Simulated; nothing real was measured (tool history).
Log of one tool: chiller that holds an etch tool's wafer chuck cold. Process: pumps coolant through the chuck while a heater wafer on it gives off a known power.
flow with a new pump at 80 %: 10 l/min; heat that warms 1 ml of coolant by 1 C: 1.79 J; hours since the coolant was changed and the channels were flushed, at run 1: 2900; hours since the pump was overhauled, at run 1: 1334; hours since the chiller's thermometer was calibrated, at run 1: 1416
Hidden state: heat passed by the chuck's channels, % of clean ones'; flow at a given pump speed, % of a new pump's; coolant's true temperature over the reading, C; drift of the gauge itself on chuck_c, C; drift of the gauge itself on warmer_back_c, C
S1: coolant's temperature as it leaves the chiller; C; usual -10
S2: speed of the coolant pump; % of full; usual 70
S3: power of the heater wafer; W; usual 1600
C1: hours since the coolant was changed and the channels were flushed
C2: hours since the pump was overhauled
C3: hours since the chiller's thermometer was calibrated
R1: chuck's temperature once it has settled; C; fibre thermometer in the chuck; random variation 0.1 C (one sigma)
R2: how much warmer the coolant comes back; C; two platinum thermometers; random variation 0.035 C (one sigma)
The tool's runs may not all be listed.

run 1 hour=0.0 | S1=-10 S2=70 S3=1600 | C1=2900 C2=1334 C3=1416 | R1=4.3 R2=6.47
run 2 hour=58.4 | S1=-10 S2=70 S3=1600 | C1=2958 C2=1392 C3=1474 | R1=4.4 R2=6.41
run 3 hour=102.0 | S1=-10 S2=70 S3=1600 | C1=3002 C2=1436 C3=1518 | R1=4.3 R2=6.46
run 4 hour=141.3 | S1=-10 S2=70 S3=1600 | C1=3041 C2=1475 C3=1557 | R1=4.4 R2=6.50
run 5 hour=193.3 | S1=-10 S2=70 S3=1600 | C1=3093 C2=1527 C3=1609 | R1=4.4 R2=6.42
run 6 hour=232.7 | S1=-10 S2=70 S3=1600 | C1=3132 C2=1567 C3=1649 | R1=4.5 R2=6.47
run 7 hour=272.1 | S1=-10 S2=70 S3=1600 | C1=3172 C2=1606 C3=1688 | R1=4.5 R2=6.47
run 8 hour=320.0 | S1=-10 S2=70 S3=1600 | C1=3220 C2=1654 C3=1736 | R1=4.6 R2=6.44
run 9 hour=358.9 | S1=-10 S2=70 S3=1600 | C1=3259 C2=1693 C3=1775 | R1=4.6 R2=6.56
run 10 hour=394.7 | S1=-10 S2=70 S3=1600 | C1=3294 C2=1729 C3=1810 | R1=4.7 R2=6.43
run 11 hour=449.9 | S1=-10 S2=70 S3=1600 | C1=3350 C2=1784 C3=1866 | R1=4.4 R2=6.45
run 12 hour=487.5 | S1=-10 S2=70 S3=1600 | C1=3387 C2=1821 C3=1903 | R1=4.7 R2=6.58
run 13 hour=546.2 | S1=-10 S2=70 S3=1756 | C1=3446 C2=1880 C3=1962 | R1=6.0 R2=7.17
run 14 hour=594.7 | S1=-10 S2=70 S3=1756 | C1=3494 C2=1928 C3=2010 | R1=6.1 R2=7.19
run 15 hour=636.2 | S1=-10 S2=70 S3=2134 | C1=3536 C2=1970 C3=2052 | R1=9.5 R2=8.73
run 16 hour=666.9 | S1=-10 S2=70 S3=2191 | C1=3567 C2=2001 C3=2083 | R1=10.0 R2=9.00
run 17 hour=713.7 | S1=-14 S2=74 S3=1600 | C1=3613 C2=2047 C3=2129 | R1=0.1 R2=6.26

The next listed run, before its measurement:
-- hour=719.8 chiller's thermometer calibrated
run 18 hour=761.2 | S1=-6 S2=61 S3=1600 | C1=3660 C2=2094 C3=41 | R1=? R2=?

Run 18 gave R1 10.4 C, R2 7.59 C.
Without the tool's hidden state the same run would have given R1 8.0 C, R2 7.11 C.
